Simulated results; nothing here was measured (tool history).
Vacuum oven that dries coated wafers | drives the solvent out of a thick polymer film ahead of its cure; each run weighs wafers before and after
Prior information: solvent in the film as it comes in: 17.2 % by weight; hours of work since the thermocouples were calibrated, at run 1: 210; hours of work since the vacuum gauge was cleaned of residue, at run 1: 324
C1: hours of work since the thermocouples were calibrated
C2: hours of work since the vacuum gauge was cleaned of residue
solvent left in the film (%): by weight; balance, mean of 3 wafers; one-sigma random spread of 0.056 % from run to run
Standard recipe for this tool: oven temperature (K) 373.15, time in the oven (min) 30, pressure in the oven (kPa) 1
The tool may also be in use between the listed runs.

Run 1, hour 0: usual settings; C1 210; C2 324. Result: solvent left in the film (%) 2.82.
Run 2, hour 32.9: usual settings but time in the oven (min) 16; C1 235; C2 349. Result: solvent left in the film (%) 4.55.
Run 3, hour 46.5: usual settings; C1 246; C2 360. Result: solvent left in the film (%) 2.85.
Run 4, hour 66.5: usual settings; C1 261; C2 375. Result: solvent left in the film (%) 2.87.
Run 5, hour 84.6: usual settings; C1 275; C2 389. Result: solvent left in the film (%) 2.86.
Run 6, hour 109.4: usual settings; C1 294; C2 408. Result: solvent left in the film (%) 2.84.
Run 7, hour 135.3: usual settings but oven temperature (K) 368.15; C1 313; C2 427. Result: solvent left in the film (%) 3.93.
Run 8, hour 157.4: usual settings but time in the oven (min) 26; C1 330; C2 444. Result: solvent left in the film (%) 3.23.
Run 9, hour 183.4: usual settings but time in the oven (min) 26; C1 350; C2 464. Result: solvent left in the film (%) 3.18.
Run 10, hour 206.5: usual settings but time in the oven (min) 26; C1 368; C2 482. Result: solvent left in the film (%) 3.15.
Run 11, hour 222.2: usual settings but time in the oven (min) 26, pressure in the oven (kPa) 2.53; C1 380; C2 494. Result: solvent left in the film (%) 6.01.
Run 12, hour 238.9: usual settings but time in the oven (min) 26, pressure in the oven (kPa) 2.53; C1 392; C2 506. Result: solvent left in the film (%) 6.07.
Run 13, hour 259.8: usual settings but time in the oven (min) 26, pressure in the oven (kPa) 2.53; C1 408; C2 522. Result: solvent left in the film (%) 6.06.
Run 14, hour 275.1: usual settings but pressure in the oven (kPa) 2.65; C1 420; C2 534. Result: solvent left in the film (%) 6.21.
Run 15, hour 291.1: usual settings but pressure in the oven (kPa) 2.65; C1 432; C2 546. Result: solvent left in the film (%) 6.19.
Run 16, hour 317.8: usual settings but oven temperature (K) 359.15, time in the oven (min) 17, pressure in the oven (kPa) 2.65; C1 453; C2 567. Result: solvent left in the film (%) 12.4.
Run 17, hour 348.8: usual settings but oven temperature (K) 364.15, time in the oven (min) 29, pressure in the oven (kPa) 2.6; C1 476; C2 590. Result: solvent left in the film (%) 8.79.
Run 18, hour 381.6: usual settings but pressure in the oven (kPa) 1.27; C1 501; C2 615. Result: solvent left in the film (%) 3.47.
Run 19, hour 413.1: usual settings but pressure in the oven (kPa) 1.47; C1 525; C2 639. Result: solvent left in the film (%) 3.77.
Run 20, hour 427.6: usual settings but oven temperature (K) 370.15, time in the oven (min) 20, pressure in the oven (kPa) 1.93; C1 536; C2 650. Result: solvent left in the film (%) 6.45.

Run 21 has not been measured yet. What should we expect?
Run 21, hour 448.9: usual settings but oven temperature (K) 361.15; C1 553; C2 667. Result: solvent left in the film (%) ?.

Logged for run 21: solvent left in the film (%) 6.18.
Take away the tool's hidden state, keep the run-to-run variation as it was, and the same run would have given solvent left in the film (%) 5.68.
